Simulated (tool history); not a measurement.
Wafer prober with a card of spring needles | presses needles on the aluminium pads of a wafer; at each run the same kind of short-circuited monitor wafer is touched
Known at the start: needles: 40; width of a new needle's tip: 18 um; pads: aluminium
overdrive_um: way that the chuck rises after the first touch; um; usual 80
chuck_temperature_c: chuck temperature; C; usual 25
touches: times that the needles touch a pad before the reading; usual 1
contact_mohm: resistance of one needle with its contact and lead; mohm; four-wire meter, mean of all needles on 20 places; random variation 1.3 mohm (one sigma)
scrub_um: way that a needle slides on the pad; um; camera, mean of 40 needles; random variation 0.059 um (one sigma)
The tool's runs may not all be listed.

run,hour,overdrive_um,chuck_temperature_c,touches,contact_mohm,scrub_um
1,0,80,25,1,109,11.62
# hour 1: tips cleaned on abrasive film
# hour 5.5: tips cleaned on abrasive film
# hour 10: tips cleaned on abrasive film
# hour 13.6: tips cleaned on abrasive film
# hour 18.1: tips cleaned on abrasive film
# hour 22.6: tips cleaned on abrasive film
# hour 27.1: tips cleaned on abrasive film
# hour 31.6: tips cleaned on abrasive film
# hour 36.1: tips cleaned on abrasive film
# hour 40.6: tips cleaned on abrasive film
# hour 44.2: tips cleaned on abrasive film
# hour 48.7: tips cleaned on abrasive film
# hour 53.2: tips cleaned on abrasive film
# hour 57.8: tips cleaned on abrasive film
2,59.7,80,25,1,109,11.67
# hour 61.5: tips cleaned on abrasive film
# hour 66: tips cleaned on abrasive film
# hour 69.7: tips cleaned on abrasive film
# hour 74.2: tips cleaned on abrasive film
# hour 78.7: tips cleaned on abrasive film
# hour 83.2: tips cleaned on abrasive film
# hour 87.7: tips cleaned on abrasive film
# hour 92.2: tips cleaned on abrasive film
# hour 96.7: tips cleaned on abrasive film
# hour 101.2: tips cleaned on abrasive film
3,103.1,80,25,1,109,11.64
# hour 104.9: tips cleaned on abrasive film
# hour 108.5: tips cleaned on abrasive film
# hour 113: tips cleaned on abrasive film
# hour 117.5: tips cleaned on abrasive film
# hour 121.2: tips cleaned on abrasive film
# hour 125.7: tips cleaned on abrasive film
# hour 130.2: tips cleaned on abrasive film
# hour 134.7: tips cleaned on abrasive film
# hour 138.3: tips cleaned on abrasive film
4,139.3,80,25,1,113,11.78
# hour 142.1: tips cleaned on abrasive film
# hour 145.7: tips cleaned on abrasive film
# hour 150.2: tips cleaned on abrasive film
# hour 153.8: tips cleaned on abrasive film
# hour 157.4: tips cleaned on abrasive film
# hour 161.9: tips cleaned on abrasive film
# hour 165.6: tips cleaned on abrasive film
# hour 169.2: tips cleaned on abrasive film
# hour 173.7: tips cleaned on abrasive film
# hour 178.2: tips cleaned on abrasive film
# hour 182.7: tips cleaned on abrasive film
# hour 186.3: tips cleaned on abrasive film
# hour 190.8: tips cleaned on abrasive film
# hour 195.3: tips cleaned on abrasive film
# hour 198.9: tips cleaned on abrasive film
# hour 203.5: tips cleaned on abrasive film
# hour 208: tips cleaned on abrasive film
# hour 212.5: tips cleaned on abrasive film
# hour 216.1: tips cleaned on abrasive film
5,216.6,80,25,1,107,11.71
# hour 220.2: tips cleaned on abrasive film
# hour 223.8: tips cleaned on abrasive film
# hour 228.3: tips cleaned on abrasive film
# hour 232.8: tips cleaned on abrasive film
# hour 237.3: tips cleaned on abrasive film
# hour 241.8: tips cleaned on abrasive film
# hour 245.5: tips cleaned on abrasive film
# hour 250: tips cleaned on abrasive film
# hour 254.5: tips cleaned on abrasive film
# hour 258.1: tips cleaned on abrasive film
# hour 262.6: tips cleaned on abrasive film
# hour 267.1: tips cleaned on abrasive film
# hour 270.7: tips cleaned on abrasive film
# hour 275.2: tips cleaned on abrasive film
# hour 279.7: tips cleaned on abrasive film
# hour 284.2: tips cleaned on abrasive film
# hour 288.7: tips cleaned on abrasive film
6,291.9,80,25,1,109,11.69
# hour 292.9: tips cleaned on abrasive film
# hour 296.5: tips cleaned on abrasive film
# hour 301: tips cleaned on abrasive film
# hour 305.5: tips cleaned on abrasive film
# hour 310: tips cleaned on abrasive film
# hour 311.2: height of the first contact set anew
# hour 313.9: tips cleaned on abrasive film
# hour 318.4: tips cleaned on abrasive film
# hour 322.1: tips cleaned on abrasive film
# hour 326.6: tips cleaned on abrasive film
# hour 331.1: tips cleaned on abrasive film
# hour 334.7: tips cleaned on abrasive film
# hour 339.2: tips cleaned on abrasive film
# hour 342.8: tips cleaned on abrasive film
7,343.9,80,25,1,108,11.71
# hour 346.6: tips cleaned on abrasive film
# hour 351.1: tips cleaned on abrasive film
# hour 355.6: tips cleaned on abrasive film
# hour 360.1: tips cleaned on abrasive film
# hour 364.6: tips cleaned on abrasive film
# hour 368.3: tips cleaned on abrasive film
# hour 371.9: tips cleaned on abrasive film
# hour 376.4: tips cleaned on abrasive film
# hour 380.9: tips cleaned on abrasive film
# hour 385.4: tips cleaned on abrasive film
8,388.8,80,25,1,110,11.8

Run 9 comes next. What will it give?
# hour 389.7: tips cleaned on abrasive film
# hour 394.2: tips cleaned on abrasive film
# hour 398.7: tips cleaned on abrasive film
# hour 403.2: tips cleaned on abrasive film
# hour 407.7: tips cleaned on abrasive film
# hour 412.3: tips cleaned on abrasive film
# hour 416.8: tips cleaned on abrasive film
# hour 421.3: tips cleaned on abrasive film
# hour 425.8: tips cleaned on abrasive film
# hour 430.3: tips cleaned on abrasive film
# hour 433.9: tips cleaned on abrasive film
# hour 438.4: tips cleaned on abrasive film
# hour 442.9: tips cleaned on abrasive film
# hour 447.4: tips cleaned on abrasive film
9,448,80,120,2,?,?

contact_mohm: 123 mohm
scrub_um: 11.68 um
Without the tool's hidden state the same run would have given contact_mohm 122 mohm, scrub_um 11.68 um.
